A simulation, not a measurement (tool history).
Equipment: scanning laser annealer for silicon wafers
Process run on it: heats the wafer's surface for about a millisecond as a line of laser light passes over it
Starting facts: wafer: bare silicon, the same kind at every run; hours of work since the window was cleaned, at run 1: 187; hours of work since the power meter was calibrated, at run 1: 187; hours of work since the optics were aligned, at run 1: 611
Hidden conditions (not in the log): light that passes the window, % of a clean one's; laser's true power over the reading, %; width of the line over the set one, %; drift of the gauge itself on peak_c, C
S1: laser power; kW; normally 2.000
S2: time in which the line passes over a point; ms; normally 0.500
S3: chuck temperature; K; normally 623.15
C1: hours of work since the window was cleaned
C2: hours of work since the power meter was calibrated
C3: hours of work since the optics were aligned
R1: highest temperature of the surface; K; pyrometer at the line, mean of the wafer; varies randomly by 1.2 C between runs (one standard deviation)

run,hour,S1,S2,S3,C1,C2,C3,R1
1,0.0,2.000,0.500,623.15,187,187,611,1353.15
2,42.3,2.000,0.500,623.15,216,216,640,1351.15
3,94.2,2.000,0.500,591.15,252,252,676,1320.15
4,183.2,2.000,0.500,591.15,313,313,737,1320.15
5,232.8,2.000,0.553,623.15,347,347,771,1398.15
6,314.8,2.000,0.553,623.15,403,403,827,1396.15
7,361.6,2.000,0.553,623.15,435,435,859,1395.15
8,424.6,2.000,0.553,623.15,478,478,902,1394.15
9,464.3,2.000,0.553,623.15,506,506,930,1392.15
10,525.6,2.000,0.386,623.15,548,548,971,1243.15
11,618.2,2.000,0.386,623.15,611,611,1035,1244.15
12,696.7,1.899,0.500,623.15,665,665,1089,1312.15
13,779.8,1.899,0.500,623.15,722,722,1146,1311.15
14,817.9,1.899,0.500,623.15,748,748,1172,1310.15
15,877.3,1.899,0.500,623.15,789,789,1213,1310.15
# hour 936.0: window over the wafer cleaned
16,955.1,2.000,0.500,623.15,13,841,1265,1355.15
17,1039.4,2.000,0.500,623.15,71,898,1322,1356.15
18,1083.2,2.000,0.500,623.15,101,928,1352,1355.15
19,1143.8,2.117,0.500,623.15,142,970,1394,1393.15
# hour 1156.9: optics aligned, line set to its width
20,1219.2,2.117,0.500,623.15,191,1018,43,1396.15
21,1306.8,2.117,0.500,623.15,251,1078,103,1394.15
22,1376.0,2.117,0.500,623.15,298,1126,150,1394.15
23,1452.9,1.884,0.500,584.15,351,1178,203,1276.15
24,1519.2,1.884,0.500,584.15,396,1224,248,1276.15
25,1586.0,1.896,0.500,623.15,442,1270,294,1317.15
26,1630.5,1.896,0.500,623.15,473,1300,325,1316.15
27,1681.7,1.799,0.500,643.15,508,1335,360,1303.15
28,1751.3,1.785,0.500,623.15,555,1383,407,1279.15

Run 29 is up next; what results do you expect?
29,1812.5,2.029,0.500,623.15,597,1425,449,?

{"run 29": {"R1": 1359.15}}
Take away the tool's hidden state, keep the run-to-run variation as it was, and the same run would have given R1 1369.15 K.
